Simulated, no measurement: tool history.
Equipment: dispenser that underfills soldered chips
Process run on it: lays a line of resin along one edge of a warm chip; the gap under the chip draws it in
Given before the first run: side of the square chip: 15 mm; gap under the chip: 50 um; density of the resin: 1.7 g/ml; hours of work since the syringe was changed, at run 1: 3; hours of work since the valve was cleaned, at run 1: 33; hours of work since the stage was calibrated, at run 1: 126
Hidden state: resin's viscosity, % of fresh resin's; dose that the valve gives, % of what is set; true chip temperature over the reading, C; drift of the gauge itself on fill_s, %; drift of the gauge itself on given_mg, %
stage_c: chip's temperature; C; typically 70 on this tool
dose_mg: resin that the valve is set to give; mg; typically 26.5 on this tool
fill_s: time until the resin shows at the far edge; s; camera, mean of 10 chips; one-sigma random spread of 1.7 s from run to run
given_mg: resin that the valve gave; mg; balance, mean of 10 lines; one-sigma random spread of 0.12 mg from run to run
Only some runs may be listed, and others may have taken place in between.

run	day	stage_c	dose_mg	hours of work since the syringe was changed	hours of work since the valve was cleaned	hours of work since the stage was calibrated	fill_s	given_mg
1	0.000	70	26.5	3	33	126	214.6	25.76
# day 0.146: new syringe of resin
2	0.204	70	26.5	1	37	129	190.6	25.71
3	0.342	70	26.5	3	39	132	215.7	25.60
# day 0.479: new syringe of resin
4	0.496	70	23.3	0	41	134	191.6	22.40
5	0.775	70	23.3	5	46	139	247.0	22.39
# day 0.808: new syringe of resin
6	1.033	70	23.3	4	50	143	236.6	22.43
# day 1.129: new syringe of resin
7	1.300	70	23.3	3	55	148	220.7	22.40
# day 1.462: new syringe of resin
8	1.504	70	23.3	1	58	151	201.8	22.23
9	1.688	70	23.3	4	61	154	234.3	22.07
# day 1.783: new syringe of resin
10	1.979	70	26.5	3	66	159	216.5	25.12
# day 2.096: new syringe of resin
11	2.112	70	26.5	0	68	161	184.1	25.09
12	2.271	70	26.5	3	71	164	215.1	24.87
# day 2.421: new syringe of resin
13	2.546	70	26.5	2	76	169	206.5	24.90
14	2.667	78	26.5	4	78	171	171.8	24.98
# day 2.750: new syringe of resin
15	2.896	61	26.5	3	82	174	309.8	24.72
# day 3.079: new syringe of resin
16	3.083	61	26.5	0	85	177	266.2	24.64
17	3.229	61	26.5	3	87	180	297.4	24.61
18	3.346	72	25.1	5	89	182	223.0	23.06
# day 3.404: new syringe of resin
# day 3.488: dispensing valve cleaned and set on the balance
19	3.662	72	25.1	4	3	187	213.0	25.03
# day 3.783: new syringe of resin
20	3.800	57	23.4	0	5	189	327.6	23.25
21	3.938	80	27.9	3	8	191	142.1	27.55
# day 4.096: new syringe of resin
22	4.138	80	27.9	1	11	194	131.5	27.49
23	4.338	80	27.9	4	14	198	153.8	27.39
# day 4.425: new syringe of resin
24	4.538	80	27.9	2	18	201	138.5	27.68
# day 4.750: new syringe of resin
25	4.817	66	26.3	1	22	206	227.8	25.81
26	5.000	64	24.7	4	25	209	300.3	24.25
# day 5.079: new syringe of resin
27	5.292	66	31.0	4	30	214	254.4	30.19
# day 5.396: new syringe of resin
28	5.450	66	31.0	1	33	216	217.4	30.03
29	5.683	71	30.7	5	37	220	223.7	29.36
# day 5.712: new syringe of resin
30	5.946	71	30.7	4	41	225	221.7	29.74
# day 6.042: new syringe of resin
31	6.150	71	30.7	2	44	228	193.4	29.57

Forecast run 32:
32	6.308	70	31.7	5	47	231	?	?

{"run 32": {"fill_s": 230.7, "given_mg": 30.22}}
With the hidden condition absent and the run-to-run variation left alone, this run would have shown fill_s 167.0 s, given_mg 31.54 mg.
